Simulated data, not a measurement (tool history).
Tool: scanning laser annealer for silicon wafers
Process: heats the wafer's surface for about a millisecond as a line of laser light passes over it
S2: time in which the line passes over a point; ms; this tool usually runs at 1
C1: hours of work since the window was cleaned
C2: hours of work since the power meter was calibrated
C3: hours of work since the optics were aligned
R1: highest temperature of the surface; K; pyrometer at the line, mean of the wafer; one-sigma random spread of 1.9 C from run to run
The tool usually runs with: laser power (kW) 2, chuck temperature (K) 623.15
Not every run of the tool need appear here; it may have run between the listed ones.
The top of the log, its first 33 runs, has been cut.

run 34 day=26.396 | laser_power_(kW)=1.918 S2=0.83 chuck_temperature_(K)=600.15 | C1=230 C2=535 C3=189 | R1=1244.15
run 35 day=27.262 | laser_power_(kW)=2.197 S2=0.78 chuck_temperature_(K)=623.15 | C1=246 C2=551 C3=204 | R1=1364.15
run 36 day=27.912 | laser_power_(kW)=2 S2=1.1 chuck_temperature_(K)=642.15 | C1=258 C2=563 C3=216 | R1=1437.15
run 37 day=28.562 | laser_power_(kW)=2 S2=1 chuck_temperature_(K)=657.15 | C1=270 C2=575 C3=228 | R1=1406.15
run 38 day=29.208 | laser_power_(kW)=1.738 S2=0.95 chuck_temperature_(K)=633.15 | C1=282 C2=587 C3=240 | R1=1237.15
run 39 day=30.233 | laser_power_(kW)=2.093 S2=0.82 chuck_temperature_(K)=623.15 | C1=301 C2=606 C3=259 | R1=1327.15
-- day=30.608 window over the wafer cleaned
run 40 day=30.775 | laser_power_(kW)=1.706 S2=0.79 chuck_temperature_(K)=605.15 | C1=3 C2=614 C3=267 | R1=1167.15
run 41 day=31.392 | laser_power_(kW)=1.706 S2=0.79 chuck_temperature_(K)=605.15 | C1=14 C2=626 C3=279 | R1=1167.15

Below are 4 alternative next runs, each starting from the tool's condition after run 41. Predict each:
run A day=32.329 | laser_power_(kW)=2.156 S2=1 chuck_temperature_(K)=623.15 | C1=32 C2=643 C3=296 | R1=?
run B day=32.329 | laser_power_(kW)=2 S2=1 chuck_temperature_(K)=604.15 | C1=32 C2=643 C3=296 | R1=?
run C day=32.329 | laser_power_(kW)=2.029 S2=0.88 chuck_temperature_(K)=617.15 | C1=32 C2=643 C3=296 | R1=?
run D day=32.329 | laser_power_(kW)=1.706 S2=0.79 chuck_temperature_(K)=641.15 | C1=32 C2=643 C3=296 | R1=?

run=A R1=1495.15
run=B R1=1392.15
run=C R1=1365.15
run=D R1=1201.15
The same runs, with their run-to-run variation unchanged, on a tool lacking any hidden condition would have given:
run=A R1=1512.15
run=B R1=1408.15
run=C R1=1380.15
run=D R1=1212.15
